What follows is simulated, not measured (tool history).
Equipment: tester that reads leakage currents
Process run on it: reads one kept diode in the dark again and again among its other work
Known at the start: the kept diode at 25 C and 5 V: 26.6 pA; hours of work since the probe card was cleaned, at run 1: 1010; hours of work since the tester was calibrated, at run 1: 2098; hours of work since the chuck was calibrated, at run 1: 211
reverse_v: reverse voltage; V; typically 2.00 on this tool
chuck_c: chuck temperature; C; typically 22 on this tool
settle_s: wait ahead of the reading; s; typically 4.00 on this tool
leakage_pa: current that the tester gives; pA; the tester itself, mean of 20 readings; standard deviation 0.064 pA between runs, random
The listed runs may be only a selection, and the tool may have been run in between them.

run	day	reverse_v	chuck_c	settle_s	hours of work since the probe card was cleaned	hours of work since the tester was calibrated	hours of work since the chuck was calibrated	leakage_pa
1	0.000	2.00	22	4.00	1010	2098	211	16.26
2	2.079	2.00	22	4.00	1043	2132	244	16.55
3	4.833	6.28	22	4.00	1088	2176	288	34.02
4	8.904	2.00	22	4.00	1153	2241	354	17.33
5	11.400	2.00	22	4.00	1194	2282	394	17.53
6	13.471	2.00	22	4.00	1227	2315	428	17.84
7	15.421	2.00	22	4.00	1258	2346	459	18.10
8	17.929	2.00	22	4.00	1299	2387	499	18.40
# day 21.154: chuck's temperature calibrated
9	21.875	2.00	22	4.00	1361	2449	12	16.50
10	25.683	2.00	22	4.00	1422	2510	73	16.90
11	29.838	2.00	22	4.00	1489	2577	140	17.37
12	32.388	2.00	22	4.00	1530	2618	181	17.60
13	34.800	2.00	22	4.00	1569	2657	220	17.93
14	37.221	2.00	22	4.00	1608	2696	259	18.15
15	41.504	2.00	22	4.00	1677	2765	328	18.59
16	45.129	2.00	22	0.50	1735	2823	386	19.45
17	48.008	2.00	22	0.50	1782	2870	433	19.77
18	50.417	2.00	20	4.00	1821	2909	471	17.41
19	54.475	2.00	20	4.00	1886	2974	537	17.90
# day 55.325: chuck's temperature calibrated
20	58.708	2.00	20	4.00	1953	3041	55	15.89
21	61.517	2.00	42	4.07	1998	3086	100	60.12
22	63.529	2.00	42	4.07	2030	3118	132	60.69
23	67.079	2.00	42	4.07	2088	3176	189	61.80
24	69.329	2.00	39	5.56	2124	3212	226	51.62
25	72.171	2.00	39	5.56	2170	3258	271	52.71
26	74.767	1.06	39	4.55	2211	3299	313	37.10
27	79.000	1.06	39	4.55	2280	3368	381	38.38
28	80.933	5.76	22	0.64	2311	3399	412	41.96
29	83.325	2.46	48	0.64	2349	3437	451	106.66
# day 86.217: probe card cleaned and baked
30	86.217	3.99	22	2.02	0	3482	495	22.39
31	88.867	3.99	22	2.02	43	3524	538	22.83
# day 89.750: chuck's temperature calibrated
32	93.167	3.99	22	2.02	111	3592	55	20.23
33	96.525	3.99	22	2.02	165	3646	109	20.77
34	99.425	3.99	22	4.92	211	3693	156	20.87
35	101.238	3.99	22	4.92	241	3722	185	21.34
36	103.683	2.24	22	4.92	280	3762	224	15.84
# day 105.733: tester calibrated
37	106.838	2.24	22	4.92	329	18	274	16.04
38	110.642	8.65	22	4.00	391	79	335	35.67
39	112.700	13.05	22	4.71	424	112	368	45.92
40	115.596	13.05	22	4.71	470	159	415	47.16

Forecast each of these 4 alternatives for the next run:
A	118.725	2.64	25	4.00	521	209	465	?
B	118.725	4.83	22	4.71	521	209	465	?
C	118.725	9.22	28	0.65	521	209	465	?
D	118.725	13.05	22	2.27	521	209	465	?

run	leakage_pa
A	23.52
B	27.17
C	59.53
D	48.59
Without the tool's hidden state the same runs would have given:
run	leakage_pa
A	19.21
B	21.18
C	47.59
D	35.78
